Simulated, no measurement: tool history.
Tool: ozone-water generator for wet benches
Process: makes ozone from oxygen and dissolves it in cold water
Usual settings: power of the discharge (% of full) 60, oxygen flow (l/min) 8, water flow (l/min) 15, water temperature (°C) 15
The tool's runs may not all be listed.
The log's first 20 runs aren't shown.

run,hour,power of the discharge (% of full),oxygen flow (l/min),water flow (l/min),water temperature (°C),dissolved ozone (ppm),ozone in the gas ahead of the water (g/m3)
21,2189.5,67,6.02,20,8,28.7,243.3
22,2262.5,60,12.89,15,17,24.4,141.3
23,2401.3,96,4.69,15,16,40.6,344
24,2504.9,96,4.69,15,16,41.1,344.6
25,2602.6,96,4.69,15,16,40.5,344.8
26,2686,96,4.69,15,16,40.7,340
27,2806.5,96,8.84,15,17,35.1,228.4
28,2901,60,8,15,17,28.3,189
29,3025.5,60,8,15,17,28.1,188.4
30,3145.6,60,8,15,17,28,190.3
31,3239.4,75,8,13,15,36.2,211.1
32,3378.8,71,8,15,15,31.4,206.3

3 ways to go on from here, each from the tool as it stands after run 32. What would each give?
A,3501.1,52,11.65,15,14,?,?
B,3501.1,88,8,12,10,?,?
C,3501.1,82,10.98,12,15,?,?

run,dissolved ozone (ppm),ozone in the gas ahead of the water (g/m3)
A,24.2,137
B,45.6,229.4
C,35.3,180.5
Without the tool's hidden state the same runs would have given:
run,dissolved ozone (ppm),ozone in the gas ahead of the water (g/m3)
A,26.8,148.5
B,51.9,255.5
C,40,200.4
